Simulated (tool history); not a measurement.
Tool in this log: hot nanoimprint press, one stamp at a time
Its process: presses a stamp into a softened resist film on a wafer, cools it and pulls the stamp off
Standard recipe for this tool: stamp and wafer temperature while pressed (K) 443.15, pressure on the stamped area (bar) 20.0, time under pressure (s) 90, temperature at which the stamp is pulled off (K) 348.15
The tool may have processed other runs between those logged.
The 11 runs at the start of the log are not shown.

run,hour,stamp and wafer temperature while pressed (K),pressure on the stamped area (bar),time under pressure (s),temperature at which the stamp is pulled off (K),hours of work since the thermocouple was calibrated,imprints on the stamp's release coat,hours of work since the press's seals were changed,resist left under the stamp's widest pad (angstrom),greatest force while the stamp is pulled off (N)
12,97.7,443.15,20.0,167,348.15,173,1381,156,1120,177
13,107.4,443.15,20.0,167,348.15,179,1422,161,1121,179
14,113.8,443.15,20.0,167,348.15,182,1449,164,1115,179
15,121.3,443.15,20.0,90,348.15,186,1481,168,1448,179
16,133.4,443.15,20.0,90,348.15,192,1532,175,1446,175
17,138.6,443.15,25.6,90,334.15,195,1554,178,1292,208
18,148.6,443.15,20.0,99,352.15,200,1597,183,1391,174
19,157.5,432.15,20.0,90,356.15,205,1634,188,2344,165
20,166.8,443.15,14.0,55,348.15,210,1674,193,1998,186
21,176.4,443.15,14.0,55,348.15,215,1715,198,1995,185
22,184.6,450.15,23.6,88,339.15,220,1749,202,963,207
23,192.0,435.15,17.4,88,347.15,223,1780,206,2189,188
24,197.8,435.15,17.4,88,347.15,227,1805,209,2194,183
25,207.9,454.15,20.7,93,356.15,232,1848,214,834,169
26,219.3,454.15,20.7,93,356.15,238,1896,220,827,174
27,225.3,454.15,20.7,93,356.15,241,1922,224,834,172
28,233.7,454.15,20.0,153,342.15,246,1957,228,671,202
29,239.8,454.15,20.0,153,342.15,249,1983,231,674,203
30,251.8,443.15,20.0,73,337.15,255,2034,238,1560,214

Alternative continuations, all from the tool just after run 30; predict every row:
A,263.7,433.15,20.0,125,343.15,262,2084,244,?,?
B,263.7,443.15,20.0,103,348.15,262,2084,244,?,?
C,263.7,443.15,18.4,108,337.15,262,2084,244,?,?
D,263.7,444.15,28.0,73,344.15,262,2084,244,?,?

run,resist left under the stamp's widest pad (angstrom),greatest force while the stamp is pulled off (N)
A,2027,201
B,1360,186
C,1380,212
D,1283,197
With the hidden condition removed and each run's random variation left untouched, the same runs would have given:
run,resist left under the stamp's widest pad (angstrom),greatest force while the stamp is pulled off (N)
A,2110,166
B,1420,154
C,1442,175
D,1338,163
